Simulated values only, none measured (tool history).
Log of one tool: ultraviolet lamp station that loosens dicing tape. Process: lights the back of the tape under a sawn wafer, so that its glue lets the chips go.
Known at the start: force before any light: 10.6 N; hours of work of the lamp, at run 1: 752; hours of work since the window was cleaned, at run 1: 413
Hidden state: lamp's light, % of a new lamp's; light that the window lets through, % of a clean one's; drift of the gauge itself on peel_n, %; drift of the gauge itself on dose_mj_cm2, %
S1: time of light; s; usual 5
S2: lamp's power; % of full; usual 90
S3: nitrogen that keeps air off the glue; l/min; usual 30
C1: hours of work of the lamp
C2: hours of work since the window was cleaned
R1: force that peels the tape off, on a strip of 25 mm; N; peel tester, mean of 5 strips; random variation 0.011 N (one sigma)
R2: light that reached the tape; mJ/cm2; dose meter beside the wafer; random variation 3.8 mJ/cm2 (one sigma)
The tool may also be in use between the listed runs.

run   hour  S1  S2  S3    C1   C2     R1    R2
  1    0.0   5  90  30   752  413  0.495   653
  2   25.8   5  90  30   772  433  0.487   656
      32.5  -- window cleaned of glue's vapour
  3   53.6   5  90  30   793   16  0.499   650
  4   77.0   5  90  30   812   35  0.465   651
  5  108.2   5  90  30   836   59  0.503   648
  6  130.2   5  90  30   853   76  0.476   646
  7  162.0   5  90  30   878  101  0.485   645
  8  185.8   5  90  30   896  119  0.502   641
  9  207.3   5  90  30   913  136  0.491   646
 10  223.0   5  90  49   925  148  0.368   644
 11  247.5   5  90  49   944  167  0.353   643
 12  274.8   5  90  30   966  189  0.504   643
 13  289.7   5  90  23   977  200  0.602   642
 14  309.5   6  81  23   993  216  0.519   693
 15  342.4   2  83  23  1018  241  3.236   239
 16  358.6   6  98  32  1031  254  0.284   832
 17  385.2   9  62  32  1052  275  0.313   783
 18  416.5   9  62  10  1076  299  0.797   786
 19  443.5   9  62  10  1097  320  0.815   783
 20  468.2   2  96  10  1116  339  4.010   274
 21  486.4  10  90  56  1131  354  0.219  1266
     505.0  -- gauge calibrated
 22  507.3   5  90  40  1147  370  0.415   649
 23  539.3   2  90  47  1172  395  2.148   261

Forecast each of these 4 alternatives for the next run:
  A  558.2   7  73  21  1186  409   ?   ?
  B  558.2   2  90  14  1186  409   ?   ?
  C  558.2   5  77  30  1186  409   ?   ?
  D  558.2   6  89  28  1186  409   ?   ?

run     R1   R2
  A  0.495  732
  B  3.913  263
  C  0.695  555
  D  0.383  767
Without the tool's hidden state the same runs would have given:
run     R1   R2
  A  0.493  735
  B  3.905  264
  C  0.692  558
  D  0.381  772
